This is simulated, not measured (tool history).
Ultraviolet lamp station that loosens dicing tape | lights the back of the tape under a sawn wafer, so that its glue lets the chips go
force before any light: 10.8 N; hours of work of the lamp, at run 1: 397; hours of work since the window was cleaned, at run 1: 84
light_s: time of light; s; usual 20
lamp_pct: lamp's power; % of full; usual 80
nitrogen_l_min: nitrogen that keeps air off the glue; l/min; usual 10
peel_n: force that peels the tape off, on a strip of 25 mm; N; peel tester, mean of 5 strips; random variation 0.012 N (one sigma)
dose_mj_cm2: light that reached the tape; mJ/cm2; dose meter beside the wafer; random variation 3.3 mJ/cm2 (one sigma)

run   hour  light_s  lamp_pct  nitrogen_l_min  hours of work of the lamp  hours of work since the window was cleaned  peel_n  dose_mj_cm2
  1    0.0       20        80              10                        397                                          84   0.680          472
  2   12.5       20        80              10                        404                                          91   0.729          469
  3   35.5       20        80              10                        417                                         104   0.722          465
  4   53.9       20        80               8                        427                                         114   0.840          464
  5   69.8       20        80               8                        436                                         123   0.802          470
  6   93.6       20        80               8                        449                                         136   0.812          453
  7  111.7       20        80               8                        460                                         147   0.821          458
  8  131.5       20        74              10                        471                                         158   0.894          421
  9  158.8       20        74              10                        486                                         173   0.900          419
 10  183.6       20        74              10                        500                                         187   0.860          419
 11  199.3       20        74              10                        509                                         196   0.938          414
 12  212.2       20        80              13                        516                                         203   0.653          451
 13  230.2       20        80              13                        526                                         213   0.684          448
 14  255.1       16        80              10                        540                                         227   1.279          359
 15  274.6       20        93              10                        551                                         238   0.543          509
 16  302.3       20        70              10                        567                                         254   1.097          386
 17  315.3       20        70              10                        574                                         261   1.118          387
 18  340.2       20        91              10                        588                                         275   0.616          499
 19  363.5       20        80              10                        602                                         289   0.845          431
 20  390.6       20        80              10                        617                                         304   0.829          434
 21  418.1       20        80              10                        632                                         319   0.834          428
 22  437.5       14        80               5                        643                                         330   2.366          299
 23  449.1       21        81               5                        650                                         337   1.148          453
 24  467.4       34        85              10                        660                                         347   0.248          773
 25  482.6       34        85              10                        669                                         356   0.255          769
 26  506.7       34        85              10                        682                                         369   0.257          764
 27  521.6       34        85              10                        691                                         378   0.247          755
 28  542.4       34        85              10                        702                                         389   0.265          758
 29  565.1       15        63               7                        715                                         402   2.728          243
 30  577.2       18        63               6                        722                                         409   2.327          293
 31  589.4       24        63              18                        729                                         416   0.749          395
 32  601.1       24        63              18                        736                                         423   0.752          389
 33  613.6       24        79               7                        743                                         430   0.799          480
 34  634.5       24        79               7                        754                                         441   0.818          484
 35  654.0       13        79               4                        765                                         452   3.230          258
 36  672.1       34        80              18                        776                                         463   0.230          685
 37  698.4       21        79              18                        790                                         477   0.646          418
     702.3  -- window cleaned of glue's vapour
 38  714.5       21        84              18                        799                                           7   0.500          472
 39  735.3       20        80               6                        811                                          19   1.183          426
 40  762.1       20        65              10                        826                                          34   1.362          345
 41  783.9       20        65               5                        838                                          46   1.900          341
 42  809.9       26        79               5                        853                                          61   0.806          542

How the hidden state differs across the entries between the runs, from the last listed run before each to the first after it:
Between runs 37 and 38: window cleaned of glue's vapour (hour 702.3)
  lamp's light, % of a new lamp's: 82.6 -> 82.4; light that the window lets through, % of a clean one's: 92.8 -> 99
  measured less the result without the state, peel_n: +0.290 -> +0.178 N; dose_mj_cm2: -126 -> -107 mJ/cm2
